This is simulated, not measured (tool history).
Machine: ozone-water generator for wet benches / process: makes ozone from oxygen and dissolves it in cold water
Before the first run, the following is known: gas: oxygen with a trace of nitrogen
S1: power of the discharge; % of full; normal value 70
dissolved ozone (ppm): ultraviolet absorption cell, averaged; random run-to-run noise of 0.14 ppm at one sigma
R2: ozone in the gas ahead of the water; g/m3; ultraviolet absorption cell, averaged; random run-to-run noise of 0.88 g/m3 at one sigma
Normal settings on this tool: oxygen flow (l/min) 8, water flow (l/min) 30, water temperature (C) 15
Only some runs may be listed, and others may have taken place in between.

Run 1, day 0: usual settings. Result: dissolved ozone (ppm) 14.5, R2 140.2 g/m3.
Run 2, day 3.188: usual settings but water temperature (C) 11. Result: dissolved ozone (ppm) 15.4, R2 141.3 g/m3.
Run 3, day 4.9: usual settings but water temperature (C) 8. Result: dissolved ozone (ppm) 16.1, R2 139.9 g/m3.
Run 4, day 7.942: usual settings. Result: dissolved ozone (ppm) 14.6, R2 139.2 g/m3.
Run 5, day 9.912: usual settings but oxygen flow (l/min) 12.93. Result: dissolved ozone (ppm) 15.6, R2 116 g/m3.
Run 6, day 13.338: usual settings but oxygen flow (l/min) 12.93. Result: dissolved ozone (ppm) 15.5, R2 116.7 g/m3.
Run 7, day 16.517: usual settings but S1 59 % of full. Result: dissolved ozone (ppm) 13, R2 124.3 g/m3.
Run 8, day 18.958: usual settings. Result: dissolved ozone (ppm) 14.4, R2 139 g/m3.
Run 9, day 20.575: usual settings. Result: dissolved ozone (ppm) 14.2, R2 139.6 g/m3.
Run 10, day 23.296: usual settings but S1 42 % of full. Result: dissolved ozone (ppm) 10.2, R2 98 g/m3.
Run 11, day 25.5: usual settings but S1 61 % of full. Result: dissolved ozone (ppm) 13.2, R2 126 g/m3.
Run 12, day 28.688: usual settings but S1 61 % of full. Result: dissolved ozone (ppm) 13.1, R2 125.6 g/m3.
Run 13, day 30.242: usual settings but water flow (l/min) 18. Result: dissolved ozone (ppm) 20.3, R2 137.7 g/m3.
Run 14, day 32.638: usual settings. Result: dissolved ozone (ppm) 14.2, R2 138.8 g/m3.
Run 15, day 34.721: usual settings. Result: dissolved ozone (ppm) 14.4, R2 135.7 g/m3.
Run 16, day 36.646: usual settings. Result: dissolved ozone (ppm) 14.1, R2 136.8 g/m3.
Run 17, day 39.508: usual settings but S1 43 % of full. Result: dissolved ozone (ppm) 10.2, R2 99 g/m3.
Run 18, day 42.904: usual settings but oxygen flow (l/min) 4.95. Result: dissolved ozone (ppm) 12.2, R2 162.7 g/m3.
Run 19, day 45.921: usual settings but oxygen flow (l/min) 4.95. Result: dissolved ozone (ppm) 12.4, R2 162.1 g/m3.
Run 20, day 49.129: usual settings but S1 53 % of full, water temperature (C) 23. Result: dissolved ozone (ppm) 10.1, R2 112.5 g/m3.
Run 21, day 51.112: usual settings but S1 60 % of full, oxygen flow (l/min) 8.67, water temperature (C) 14. Result: dissolved ozone (ppm) 12.9, R2 117.8 g/m3.
Run 22, day 53.996: usual settings but S1 58 % of full. Result: dissolved ozone (ppm) 12.2, R2 118.9 g/m3.
Run 23, day 56.167: usual settings but S1 92 % of full, oxygen flow (l/min) 5.49, water temperature (C) 7. Result: dissolved ozone (ppm) 16.4, R2 186.1 g/m3.
Run 24, day 59.046: usual settings but S1 84 % of full, oxygen flow (l/min) 13.27, water flow (l/min) 22, water temperature (C) 18. Result: dissolved ozone (ppm) 18.7, R2 124 g/m3.
Run 25, day 62.162: usual settings but S1 77 % of full, oxygen flow (l/min) 4.47. Result: dissolved ozone (ppm) 12.4, R2 175.4 g/m3.
Run 26, day 65.596: usual settings but water flow (l/min) 33, water temperature (C) 8. Result: dissolved ozone (ppm) 13.7, R2 132.7 g/m3.
Run 27, day 67.733: usual settings but oxygen flow (l/min) 7.25, water flow (l/min) 19, water temperature (C) 14. Result: dissolved ozone (ppm) 18.6, R2 138.9 g/m3.
Run 28, day 69.817: usual settings but oxygen flow (l/min) 7.25, water flow (l/min) 19, water temperature (C) 14. Result: dissolved ozone (ppm) 18.8, R2 138.6 g/m3.
Run 29, day 73.238: usual settings. Result: dissolved ozone (ppm) 13.5, R2 133 g/m3.
Run 30, day 75.908: usual settings but S1 58 % of full, water flow (l/min) 22, water temperature (C) 16. Result: dissolved ozone (ppm) 14.4, R2 116.4 g/m3.
Run 31, day 79.367: usual settings but S1 58 % of full, water flow (l/min) 22, water temperature (C) 16. Result: dissolved ozone (ppm) 14.6, R2 117.1 g/m3.
Run 32, day 82.45: usual settings but S1 58 % of full, oxygen flow (l/min) 4.34, water flow (l/min) 22, water temperature (C) 20. Result: dissolved ozone (ppm) 12.4, R2 146.2 g/m3.
Run 33, day 84.154: usual settings but oxygen flow (l/min) 7.77, water flow (l/min) 44, water temperature (C) 22. Result: dissolved ozone (ppm) 8.8, R2 133.5 g/m3.

Branching from run 33: 3 alternative next runs. What would each branch give?
Run A, day 85.783: usual settings but S1 94 % of full, water flow (l/min) 45, water temperature (C) 10. Result: dissolved ozone (ppm) ?, R2 ?.
Run B, day 85.783: usual settings but oxygen flow (l/min) 7.77, water flow (l/min) 40, water temperature (C) 22. Result: dissolved ozone (ppm) ?, R2 ?.
Run C, day 85.783: usual settings but S1 74 % of full, water flow (l/min) 31. Result: dissolved ozone (ppm) ?, R2 ?.

run  dissolved ozone (ppm)     R2
  A                     12  159.4
  B                    9.8  133.8
  C                   13.3  137.3
Without the tool's unlogged condition, the same runs would have read:
run  dissolved ozone (ppm)     R2
  A                   14.6  177.3
  B                   11.7  146.3
  C                   15.9  150.6
